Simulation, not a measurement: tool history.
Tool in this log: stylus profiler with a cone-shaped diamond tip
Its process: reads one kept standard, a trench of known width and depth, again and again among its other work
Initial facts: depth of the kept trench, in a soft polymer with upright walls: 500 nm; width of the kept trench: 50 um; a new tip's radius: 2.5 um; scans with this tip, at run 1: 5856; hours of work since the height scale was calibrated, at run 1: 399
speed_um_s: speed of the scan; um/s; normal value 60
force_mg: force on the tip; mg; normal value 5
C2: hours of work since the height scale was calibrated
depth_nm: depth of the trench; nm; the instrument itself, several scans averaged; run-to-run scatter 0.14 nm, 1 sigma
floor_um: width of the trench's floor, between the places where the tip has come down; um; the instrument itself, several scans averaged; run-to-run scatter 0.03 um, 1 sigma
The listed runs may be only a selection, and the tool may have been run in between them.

Run 1, hour 0: usual settings; scans with this tip 5856; C2 399. Result: depth_nm 507.48 nm, floor_um 45.96 um.
Run 2, hour 19.4: usual settings; scans with this tip 6036; C2 412. Result: depth_nm 507.32 nm, floor_um 45.93 um.
Run 3, hour 30.4: usual settings; scans with this tip 6138; C2 419. Result: depth_nm 507.36 nm, floor_um 45.91 um.
Run 4, hour 48.7: usual settings; scans with this tip 6307; C2 430. Result: depth_nm 507.6 nm, floor_um 45.9 um.
Run 5, hour 60.2: usual settings; scans with this tip 6414; C2 437. Result: depth_nm 507.36 nm, floor_um 45.91 um.
Run 6, hour 69.2: usual settings but force_mg 13.95 mg; scans with this tip 6498; C2 443. Result: depth_nm 514.27 nm, floor_um 45.94 um.
Run 7, hour 88.9: usual settings but force_mg 13.95 mg; scans with this tip 6680; C2 456. Result: depth_nm 514.43 nm, floor_um 45.92 um.
Run 8, hour 103.8: usual settings but speed_um_s 98 um/s; scans with this tip 6818; C2 465. Result: depth_nm 507.33 nm, floor_um 45.73 um.
Run 9, hour 116.6: usual settings but force_mg 5.91 mg; scans with this tip 6937; C2 473. Result: depth_nm 508.12 nm, floor_um 45.85 um.
At hour 119: height scale calibrated on a step standard.
Run 10, hour 131.9: usual settings but force_mg 5.91 mg; scans with this tip 7074; C2 8. Result: depth_nm 508.37 nm, floor_um 45.81 um.
Run 11, hour 144.9: usual settings; scans with this tip 7195; C2 16. Result: depth_nm 507.72 nm, floor_um 45.83 um.
Run 12, hour 161: usual settings but force_mg 1.73 mg; scans with this tip 7344; C2 27. Result: depth_nm 503.85 nm, floor_um 45.69 um.
Run 13, hour 171.1: usual settings but force_mg 1.73 mg; scans with this tip 7437; C2 33. Result: depth_nm 503.8 nm, floor_um 45.69 um.
Run 14, hour 181.5: usual settings but force_mg 1.73 mg; scans with this tip 7534; C2 40. Result: depth_nm 504 nm, floor_um 45.61 um.
Run 15, hour 196.9: usual settings but force_mg 1.73 mg; scans with this tip 7677; C2 49. Result: depth_nm 503.92 nm, floor_um 45.64 um.
Run 16, hour 216.6: usual settings; scans with this tip 7859; C2 62. Result: depth_nm 507.38 nm, floor_um 45.67 um.
Run 17, hour 234.2: usual settings; scans with this tip 8023; C2 73. Result: depth_nm 507.49 nm, floor_um 45.71 um.
At hour 236.5: height scale calibrated on a step standard, once more.
Run 18, hour 251.3: usual settings; scans with this tip 8176; C2 9. Result: depth_nm 507.24 nm, floor_um 45.66 um.
Run 19, hour 261.4: usual settings; scans with this tip 8270; C2 16. Result: depth_nm 507.33 nm, floor_um 45.6 um.
Run 20, hour 277.2: usual settings but speed_um_s 228 um/s, force_mg 9.35 mg; scans with this tip 8417; C2 26. Result: depth_nm 511.19 nm, floor_um 45.44 um.
Run 21, hour 296.8: usual settings but speed_um_s 26 um/s, force_mg 3.27 mg; scans with this tip 8598; C2 38. Result: depth_nm 505.71 nm, floor_um 45.68 um.
Run 22, hour 316.6: usual settings but speed_um_s 17 um/s, force_mg 6.36 mg; scans with this tip 8782; C2 51. Result: depth_nm 508.66 nm, floor_um 45.61 um.
Run 23, hour 331.5: usual settings but speed_um_s 119 um/s, force_mg 3.8 mg; scans with this tip 8920; C2 60. Result: depth_nm 506.04 nm, floor_um 45.47 um.
Run 24, hour 344.4: usual settings but speed_um_s 67 um/s, force_mg 13.3 mg; scans with this tip 9039; C2 68. Result: depth_nm 513.96 nm, floor_um 45.57 um.
Run 25, hour 353.8: usual settings but speed_um_s 67 um/s, force_mg 13.3 mg; scans with this tip 9126; C2 74. Result: depth_nm 514.31 nm, floor_um 45.56 um.
Run 26, hour 368.1: usual settings but speed_um_s 48 um/s, force_mg 1.94 mg; scans with this tip 9259; C2 83. Result: depth_nm 503.89 nm, floor_um 45.58 um.
Run 27, hour 385.8: usual settings but speed_um_s 202 um/s, force_mg 4.41 mg; scans with this tip 9424; C2 94. Result: depth_nm 506.9 nm, floor_um 45.31 um.
Run 28, hour 404.6: usual settings but speed_um_s 19 um/s, force_mg 2.66 mg; scans with this tip 9598; C2 106. Result: depth_nm 504.89 nm, floor_um 45.56 um.
Run 29, hour 420: usual settings but speed_um_s 28 um/s, force_mg 10.73 mg; scans with this tip 9740; C2 116. Result: depth_nm 512.1 nm, floor_um 45.47 um.
Run 30, hour 438.7: usual settings but speed_um_s 36 um/s, force_mg 4.41 mg; scans with this tip 9914; C2 128. Result: depth_nm 507.02 nm, floor_um 45.49 um.
Run 31, hour 453.9: usual settings but speed_um_s 36 um/s, force_mg 4.41 mg; scans with this tip 10054; C2 137. Result: depth_nm 506.69 nm, floor_um 45.47 um.

Selected run-to-run steps in depth_nm, each split into two signed amounts: the part the tool would show with no hidden state at all (from settings, incoming material and random variation), and the remainder, which goes to the hidden state together with any gauge scatter not common to the measured and the hidden-state-free results:
Hidden conditions of the tool in this case: radius of the tip, um; height scale over the true one, %; drift of the gauge itself on depth_nm, %; drift of the gauge itself on floor_um, %.
Run 9 -> 10: height scale calibrated on a step standard. depth_nm +0.25 nm: hidden state +0.14, all else +0.11.
Run 17 -> 18: height scale calibrated on a step standard, once more. depth_nm -0.25 nm: hidden state -0.24, all else -0.01.
Run 21 -> 22: speed_um_s 26 -> 17, force_mg 3.27 -> 6.36. depth_nm +2.95 nm: hidden state +0.02, all else +2.93.
Run 23 -> 24: speed_um_s 119 -> 67, force_mg 3.8 -> 13.3. depth_nm +7.92 nm: hidden state +0.02, all else +7.9.
Run 25 -> 26: speed_um_s 67 -> 48, force_mg 13.3 -> 1.94. depth_nm -10.42 nm: hidden state +0.01, all else -10.43.
Run 28 -> 29: speed_um_s 19 -> 28, force_mg 2.66 -> 10.73. depth_nm +7.21 nm: hidden state +0.01, all else +7.2.
